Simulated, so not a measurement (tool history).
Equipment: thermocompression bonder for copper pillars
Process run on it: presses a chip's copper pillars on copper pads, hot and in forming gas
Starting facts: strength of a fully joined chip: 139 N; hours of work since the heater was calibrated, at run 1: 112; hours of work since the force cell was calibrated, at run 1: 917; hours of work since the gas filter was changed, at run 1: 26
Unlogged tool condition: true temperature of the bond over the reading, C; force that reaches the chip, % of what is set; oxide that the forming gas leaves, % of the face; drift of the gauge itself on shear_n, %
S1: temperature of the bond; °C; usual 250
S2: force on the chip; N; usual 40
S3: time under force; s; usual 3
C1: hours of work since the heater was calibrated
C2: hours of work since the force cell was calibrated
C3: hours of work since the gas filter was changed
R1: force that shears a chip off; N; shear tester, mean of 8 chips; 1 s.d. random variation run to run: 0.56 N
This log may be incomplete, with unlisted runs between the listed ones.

run,hour,S1,S2,S3,C1,C2,C3,R1
1,0,250,40,3,112,917,26,67.5
2,60.8,250,40,3,153,958,67,67.8
3,127.1,250,40,3,198,1003,113,67.4
4,194.7,250,40,2,244,1049,158,58.4
5,239.8,250,40,2,275,1080,189,59.2
# hour 258.6: force cell calibrated
6,293.8,250,40,2,310,24,225,57.4
7,347.6,262,40,3,347,61,261,81.6
8,387.7,250,40,3,374,88,289,67.8
9,442.2,250,40,3,411,125,326,67.5
10,507.3,250,40,3,455,169,370,67.6
11,544.6,250,40,3,481,194,395,67.2
12,589.8,244,40,3,511,225,426,61.6
13,630.4,250,40,3,539,253,453,68.5
14,671.2,250,40,3,567,280,481,68.1
# hour 682: forming gas filter changed
15,715.3,250,40,5,596,310,23,79.5
16,759.9,250,40,5,627,340,53,80.6
17,793.9,250,40,5,650,363,76,80.5
18,826.5,250,40,3,672,386,98,68.2
19,895,245,40,3,718,432,145,62.5
20,938.7,245,40,3,748,462,174,62.5
21,995.5,245,40,3,787,500,213,62
22,1026.8,269,40,2,808,522,234,79.3
23,1091.6,259,38,6,852,566,278,92.1
24,1133.8,274,46,3,881,594,307,102.2
25,1164.2,274,46,2,901,615,328,91.8
26,1206.2,244,40,3,930,644,356,61.5
27,1264.7,244,59,3,970,683,396,83
28,1328.4,250,37,3,1013,727,439,64
# hour 1398.2: forming gas filter changed
29,1399.1,250,37,3,1061,774,1,63
30,1465,250,37,3,1105,819,45,63.1
31,1518.2,250,37,3,1141,855,82,64
32,1566.1,250,31,4,1174,888,114,60.2
33,1635.4,250,31,4,1221,935,161,60.9
34,1674.3,250,31,4,1248,961,188,59.4
35,1719.2,250,31,4,1278,992,218,61
36,1759,244,55,3,1305,1019,245,79.2
37,1795.6,251,40,2,1330,1044,270,58.9
# hour 1863: force cell calibrated
38,1863.4,227,49,2,1375,0,315,45.9
39,1911.3,250,40,5,1408,33,348,79.5

Hidden state at the last listed run before each entry between runs and at the first one after, where it differs:
Logged between run 5 and run 6: force cell calibrated (hour 258.6)
  force that reaches the chip, % of what is set: 99.8 -> 100; oxide that the forming gas leaves, % of the face: 0.57 -> 0.59
Logged between run 14 and run 15: forming gas filter changed (hour 682)
  force that reaches the chip, % of what is set: 100 -> 99.9; oxide that the forming gas leaves, % of the face: 0.69 -> 0.51
Logged between run 28 and run 29: forming gas filter changed (hour 1398.2)
  oxide that the forming gas leaves, % of the face: 0.67 -> 0.5
Logged between run 37 and run 38: force cell calibrated (hour 1863)
  force that reaches the chip, % of what is set: 99.8 -> 100; oxide that the forming gas leaves, % of the face: 0.61 -> 0.63

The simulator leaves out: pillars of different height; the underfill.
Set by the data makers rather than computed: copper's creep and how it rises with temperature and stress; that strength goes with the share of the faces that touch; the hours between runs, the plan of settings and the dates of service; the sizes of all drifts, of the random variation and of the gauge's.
